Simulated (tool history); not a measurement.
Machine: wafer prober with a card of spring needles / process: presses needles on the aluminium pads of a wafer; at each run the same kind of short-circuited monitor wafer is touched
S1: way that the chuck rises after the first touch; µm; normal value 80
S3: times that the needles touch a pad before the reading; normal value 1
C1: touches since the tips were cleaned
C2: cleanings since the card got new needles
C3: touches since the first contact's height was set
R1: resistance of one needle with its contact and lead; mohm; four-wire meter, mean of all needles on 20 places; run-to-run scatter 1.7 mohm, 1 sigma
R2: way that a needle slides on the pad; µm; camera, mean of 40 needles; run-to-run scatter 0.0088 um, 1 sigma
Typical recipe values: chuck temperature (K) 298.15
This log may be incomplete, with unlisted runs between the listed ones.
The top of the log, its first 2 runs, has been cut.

-- hour=15.3 tips cleaned on abrasive film
-- hour=26.1 tips cleaned on abrasive film
run 3 hour=27.0 | S1=80 chuck_temperature_(K)=298.15 S3=1 | C1=595 C2=47 C3=16144 | R1=204 R2=20.333
-- hour=37.8 tips cleaned on abrasive film
run 4 hour=38.7 | S1=80 chuck_temperature_(K)=319.15 S3=1 | C1=564 C2=48 C3=23508 | R1=208 R2=20.337
-- hour=49.0 tips cleaned on abrasive film
run 5 hour=52.0 | S1=80 chuck_temperature_(K)=308.15 S3=1 | C1=1906 C2=49 C3=31858 | R1=236 R2=20.320
-- hour=60.3 tips cleaned on abrasive film
run 6 hour=65.4 | S1=80 chuck_temperature_(K)=308.15 S3=1 | C1=3223 C2=50 C3=40332 | R1=248 R2=20.303
-- hour=71.7 tips cleaned on abrasive film
run 7 hour=72.9 | S1=80 chuck_temperature_(K)=308.15 S3=1 | C1=786 C2=51 C3=45019 | R1=213 R2=20.290
-- hour=78.8 height of the first contact set anew, once more
-- hour=82.7 tips cleaned on abrasive film
run 8 hour=87.4 | S1=80 chuck_temperature_(K)=308.15 S3=1 | C1=2935 C2=52 C3=5345 | R1=239 R2=20.543
-- hour=93.7 tips cleaned on abrasive film
run 9 hour=99.6 | S1=80 chuck_temperature_(K)=298.15 S3=1 | C1=3694 C2=53 C3=13032 | R1=251 R2=20.523
-- hour=104.5 tips cleaned on abrasive film
run 10 hour=112.6 | S1=80 chuck_temperature_(K)=298.15 S3=1 | C1=5143 C2=54 C3=21233 | R1=255 R2=20.525
-- hour=116.2 tips cleaned on abrasive film
run 11 hour=122.6 | S1=80 chuck_temperature_(K)=298.15 S3=1 | C1=4057 C2=55 C3=27493 | R1=246 R2=20.494
-- hour=127.3 tips cleaned on abrasive film
run 12 hour=134.0 | S1=80 chuck_temperature_(K)=298.15 S3=1 | C1=4237 C2=56 C3=34673 | R1=253 R2=20.459
-- hour=138.4 tips cleaned on abrasive film
run 13 hour=140.4 | S1=65 chuck_temperature_(K)=298.15 S3=1 | C1=1308 C2=57 C3=38705 | R1=243 R2=16.623
run 14 hour=148.5 | S1=65 chuck_temperature_(K)=298.15 S3=1 | C1=6398 C2=57 C3=43795 | R1=303 R2=16.605
-- hour=149.4 tips cleaned on abrasive film
-- hour=160.5 tips cleaned on abrasive film
run 15 hour=163.2 | S1=65 chuck_temperature_(K)=298.15 S3=2 | C1=1687 C2=59 C3=53011 | R1=224 R2=16.583
-- hour=171.6 tips cleaned on abrasive film
run 16 hour=173.5 | S1=65 chuck_temperature_(K)=298.15 S3=2 | C1=1236 C2=60 C3=59513 | R1=215 R2=16.572
-- hour=182.6 tips cleaned on abrasive film
run 17 hour=185.8 | S1=78 chuck_temperature_(K)=298.15 S3=1 | C1=2018 C2=61 C3=67219 | R1=235 R2=19.921
-- hour=193.4 tips cleaned on abrasive film
run 18 hour=199.0 | S1=65 chuck_temperature_(K)=306.15 S3=1 | C1=3526 C2=62 C3=75538 | R1=289 R2=16.560
-- hour=205.1 tips cleaned on abrasive film
run 19 hour=207.1 | S1=65 chuck_temperature_(K)=306.15 S3=1 | C1=1298 C2=63 C3=80626 | R1=244 R2=16.546

Run 20 is up next; what results do you expect?
-- hour=216.5 tips cleaned on abrasive film
-- hour=218.8 height of the first contact set anew
run 20 hour=218.8 | S1=62 chuck_temperature_(K)=315.15 S3=1 | C1=1271 C2=64 C3=0 | R1=? R2=?

R1: 249 mohm
R2: 15.940 µm
Without the tool's hidden state the same run would have given R1 185 mohm, R2 15.940 µm.
